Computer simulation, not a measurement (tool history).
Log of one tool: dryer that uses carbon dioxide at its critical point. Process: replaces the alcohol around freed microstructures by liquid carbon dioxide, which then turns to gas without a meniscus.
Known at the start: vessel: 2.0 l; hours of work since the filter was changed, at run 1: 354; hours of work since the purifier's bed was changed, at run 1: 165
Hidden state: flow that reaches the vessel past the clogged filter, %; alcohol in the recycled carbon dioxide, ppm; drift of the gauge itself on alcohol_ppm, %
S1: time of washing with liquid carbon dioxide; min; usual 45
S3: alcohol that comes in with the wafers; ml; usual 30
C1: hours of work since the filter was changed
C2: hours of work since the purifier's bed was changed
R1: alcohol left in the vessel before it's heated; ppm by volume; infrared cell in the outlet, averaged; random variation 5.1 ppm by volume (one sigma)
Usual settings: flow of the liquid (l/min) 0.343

Run 1, hour 0.0: usual settings; C1 354; C2 165. Result: R1 121 ppm by volume.
Run 2, hour 51.0: usual settings but S3 42 ml; C1 373; C2 184. Result: R1 170 ppm by volume.
Run 3, hour 80.9: usual settings but flow of the liquid (l/min) 0.387; C1 384; C2 195. Result: R1 92 ppm by volume.
Run 4, hour 119.0: usual settings but flow of the liquid (l/min) 0.387; C1 398; C2 209. Result: R1 89 ppm by volume.
Run 5, hour 160.2: usual settings but flow of the liquid (l/min) 0.387; C1 414; C2 225. Result: R1 99 ppm by volume.
Run 6, hour 209.2: usual settings but flow of the liquid (l/min) 0.387; C1 432; C2 243. Result: R1 98 ppm by volume.
Run 7, hour 245.5: usual settings but flow of the liquid (l/min) 0.387; C1 445; C2 256. Result: R1 105 ppm by volume.
At hour 278.5: inlet filter changed.
Run 8, hour 278.5: usual settings but flow of the liquid (l/min) 0.387; C1 0; C2 268. Result: R1 99 ppm by volume.
Run 9, hour 308.5: usual settings but flow of the liquid (l/min) 0.387; C1 11; C2 279. Result: R1 88 ppm by volume.
Run 10, hour 333.6: usual settings but S1 51 min, flow of the liquid (l/min) 0.282; C1 21; C2 289. Result: R1 160 ppm by volume.
Run 11, hour 385.8: usual settings but S3 91 ml; C1 40; C2 308. Result: R1 259 ppm by volume.

Run 12 comes next. What will it give?
Run 12, hour 422.7: usual settings but S1 38 min, S3 53 ml; C1 54; C2 322. Result: R1 ?.

R1: 325 ppm by volume
Without the tool's hidden state the same run would have given R1 234 ppm by volume.
